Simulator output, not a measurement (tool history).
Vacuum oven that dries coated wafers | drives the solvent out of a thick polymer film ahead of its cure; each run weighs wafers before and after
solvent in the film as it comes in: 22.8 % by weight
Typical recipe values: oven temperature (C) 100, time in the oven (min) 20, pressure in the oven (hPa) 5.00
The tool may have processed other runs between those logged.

{"run": 1, "hour": 0.0, "oven temperature (C)": 100, "time in the oven (min)": 20, "pressure in the oven (hPa)": 5.0, "solvent left in the film (%)": 1.44}
{"run": 2, "hour": 23.3, "oven temperature (C)": 100, "time in the oven (min)": 20, "pressure in the oven (hPa)": 5.0, "solvent left in the film (%)": 1.4}
{"run": 3, "hour": 45.8, "oven temperature (C)": 100, "time in the oven (min)": 20, "pressure in the oven (hPa)": 5.0, "solvent left in the film (%)": 1.43}
{"run": 4, "hour": 87.3, "oven temperature (C)": 100, "time in the oven (min)": 20, "pressure in the oven (hPa)": 5.0, "solvent left in the film (%)": 1.36}
{"run": 5, "hour": 107.6, "oven temperature (C)": 100, "time in the oven (min)": 20, "pressure in the oven (hPa)": 8.37, "solvent left in the film (%)": 1.87}
{"run": 6, "hour": 126.6, "oven temperature (C)": 100, "time in the oven (min)": 20, "pressure in the oven (hPa)": 8.37, "solvent left in the film (%)": 1.94}
{"run": 7, "hour": 156.9, "oven temperature (C)": 100, "time in the oven (min)": 20, "pressure in the oven (hPa)": 8.37, "solvent left in the film (%)": 1.92}
{"run": 8, "hour": 195.1, "oven temperature (C)": 102, "time in the oven (min)": 20, "pressure in the oven (hPa)": 5.0, "solvent left in the film (%)": 1.12}
{"run": 9, "hour": 218.9, "oven temperature (C)": 102, "time in the oven (min)": 20, "pressure in the oven (hPa)": 5.0, "solvent left in the film (%)": 1.13}
{"run": 10, "hour": 261.5, "oven temperature (C)": 102, "time in the oven (min)": 20, "pressure in the oven (hPa)": 5.0, "solvent left in the film (%)": 1.13}
{"run": 11, "hour": 289.5, "oven temperature (C)": 102, "time in the oven (min)": 20, "pressure in the oven (hPa)": 5.0, "solvent left in the film (%)": 1.17}
{"run": 12, "hour": 308.0, "oven temperature (C)": 102, "time in the oven (min)": 20, "pressure in the oven (hPa)": 5.0, "solvent left in the film (%)": 1.11}
{"run": 13, "hour": 345.0, "oven temperature (C)": 102, "time in the oven (min)": 20, "pressure in the oven (hPa)": 5.0, "solvent left in the film (%)": 1.11}
{"run": 14, "hour": 379.4, "oven temperature (C)": 102, "time in the oven (min)": 20, "pressure in the oven (hPa)": 3.02, "solvent left in the film (%)": 0.88}
{"run": 15, "hour": 410.6, "oven temperature (C)": 102, "time in the oven (min)": 20, "pressure in the oven (hPa)": 3.02, "solvent left in the film (%)": 0.81}
{"run": 16, "hour": 446.9, "oven temperature (C)": 102, "time in the oven (min)": 20, "pressure in the oven (hPa)": 3.02, "solvent left in the film (%)": 0.79}
{"run": 17, "hour": 468.2, "oven temperature (C)": 102, "time in the oven (min)": 28, "pressure in the oven (hPa)": 3.02, "solvent left in the film (%)": 0.51}
{"run": 18, "hour": 485.7, "oven temperature (C)": 107, "time in the oven (min)": 20, "pressure in the oven (hPa)": 3.4, "solvent left in the film (%)": 0.51}
{"run": 19, "hour": 526.2, "oven temperature (C)": 107, "time in the oven (min)": 14, "pressure in the oven (hPa)": 5.02, "solvent left in the film (%)": 1.06}
{"run": 20, "hour": 546.6, "oven temperature (C)": 107, "time in the oven (min)": 14, "pressure in the oven (hPa)": 5.02, "solvent left in the film (%)": 1.06}
{"run": 21, "hour": 586.8, "oven temperature (C)": 107, "time in the oven (min)": 14, "pressure in the oven (hPa)": 5.02, "solvent left in the film (%)": 0.97}
{"run": 22, "hour": 620.9, "oven temperature (C)": 107, "time in the oven (min)": 14, "pressure in the oven (hPa)": 5.02, "solvent left in the film (%)": 1.03}
{"run": 23, "hour": 647.4, "oven temperature (C)": 100, "time in the oven (min)": 35, "pressure in the oven (hPa)": 2.84, "solvent left in the film (%)": 0.5}
{"run": 24, "hour": 677.1, "oven temperature (C)": 100, "time in the oven (min)": 35, "pressure in the oven (hPa)": 2.84, "solvent left in the film (%)": 0.49}
{"run": 25, "hour": 720.1, "oven temperature (C)": 100, "time in the oven (min)": 35, "pressure in the oven (hPa)": 2.84, "solvent left in the film (%)": 0.42}
{"run": 26, "hour": 737.5, "oven temperature (C)": 100, "time in the oven (min)": 35, "pressure in the oven (hPa)": 2.84, "solvent left in the film (%)": 0.46}
{"run": 27, "hour": 769.2, "oven temperature (C)": 100, "time in the oven (min)": 35, "pressure in the oven (hPa)": 2.84, "solvent left in the film (%)": 0.57}
{"run": 28, "hour": 808.3, "oven temperature (C)": 100, "time in the oven (min)": 35, "pressure in the oven (hPa)": 2.84, "solvent left in the film (%)": 0.5}
{"run": 29, "hour": 831.8, "oven temperature (C)": 100, "time in the oven (min)": 35, "pressure in the oven (hPa)": 2.84, "solvent left in the film (%)": 0.52}
{"run": 30, "hour": 849.1, "oven temperature (C)": 100, "time in the oven (min)": 35, "pressure in the oven (hPa)": 2.84, "solvent left in the film (%)": 0.59}
{"run": 31, "hour": 881.4, "oven temperature (C)": 100, "time in the oven (min)": 20, "pressure in the oven (hPa)": 5.0, "solvent left in the film (%)": 1.37}
{"run": 32, "hour": 900.4, "oven temperature (C)": 97, "time in the oven (min)": 12, "pressure in the oven (hPa)": 5.0, "solvent left in the film (%)": 4.24}

Below are 5 alternative next runs, each starting from the tool's condition after run 32. Predict each:
{"run": "A", "hour": 928.8, "oven temperature (C)": 104, "time in the oven (min)": 20, "pressure in the oven (hPa)": 3.09, "solvent left in the film (%)": "?"}
{"run": "B", "hour": 928.8, "oven temperature (C)": 100, "time in the oven (min)": 22, "pressure in the oven (hPa)": 5.0, "solvent left in the film (%)": "?"}
{"run": "C", "hour": 928.8, "oven temperature (C)": 86, "time in the oven (min)": 26, "pressure in the oven (hPa)": 5.0, "solvent left in the film (%)": "?"}
{"run": "D", "hour": 928.8, "oven temperature (C)": 107, "time in the oven (min)": 29, "pressure in the oven (hPa)": 5.0, "solvent left in the film (%)": "?"}
{"run": "E", "hour": 928.8, "oven temperature (C)": 88, "time in the oven (min)": 10, "pressure in the oven (hPa)": 6.86, "solvent left in the film (%)": "?"}

run=A solvent_left_in_the_film_(%)=0.62
run=B solvent_left_in_the_film_(%)=1.30
run=C solvent_left_in_the_film_(%)=4.67
run=D solvent_left_in_the_film_(%)=0.55
run=E solvent_left_in_the_film_(%)=9.74
What these runs would have given with no unlogged condition in the tool:
run=A solvent_left_in_the_film_(%)=0.60
run=B solvent_left_in_the_film_(%)=1.28
run=C solvent_left_in_the_film_(%)=4.64
run=D solvent_left_in_the_film_(%)=0.54
run=E solvent_left_in_the_film_(%)=9.71

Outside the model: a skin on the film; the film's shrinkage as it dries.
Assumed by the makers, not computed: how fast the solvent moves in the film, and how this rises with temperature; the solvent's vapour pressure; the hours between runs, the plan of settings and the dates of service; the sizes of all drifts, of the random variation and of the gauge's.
